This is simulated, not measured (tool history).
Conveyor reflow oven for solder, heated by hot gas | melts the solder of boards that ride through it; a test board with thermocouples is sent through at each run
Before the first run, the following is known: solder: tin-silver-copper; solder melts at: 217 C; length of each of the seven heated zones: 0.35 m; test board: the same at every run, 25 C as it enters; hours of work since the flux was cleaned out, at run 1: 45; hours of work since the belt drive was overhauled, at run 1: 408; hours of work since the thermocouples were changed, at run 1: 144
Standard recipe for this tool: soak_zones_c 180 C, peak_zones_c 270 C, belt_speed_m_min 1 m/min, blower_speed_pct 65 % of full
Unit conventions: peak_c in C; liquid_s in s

run	hour	soak_zones_c	peak_zones_c	belt_speed_m_min	blower_speed_pct	hours of work since the flux was cleaned out	hours of work since the belt drive was overhauled	hours of work since the thermocouples were changed	peak_c	liquid_s
1	0	180	270	1	65	45	408	144	248.7	30.74
2	14.1	180	270	1	65	54	417	154	248.9	30.77
3	27.7	180	270	1	65	63	426	163	248.5	30.59
4	33.7	180	270	1	65	67	430	167	248.6	30.55
5	41.8	169	270	1	65	73	435	172	245.9	26.95
6	47.9	169	270	1	65	77	439	176	246.1	26.94
7	54.4	169	270	1	72	81	444	180	248.2	28.57
8	67.5	169	270	1	72	90	452	189	248	28.22
9	77.8	169	270	1	72	97	459	196	248.2	28.46
10	89	180	270	1	65	104	467	203	248.2	30.42
11	100.2	180	270	1	65	111	474	211	247.8	30.4

Run 12 has not been measured yet. What should we expect?
12	107.9	180	262	1.07	65	117	479	216	?	?

Logged for run 12: peak_c 239.3 C, liquid_s 23.43 s.
The same run, on a tool lacking any hidden state, would have yielded peak_c 240.9 C, liquid_s 24.22 s.
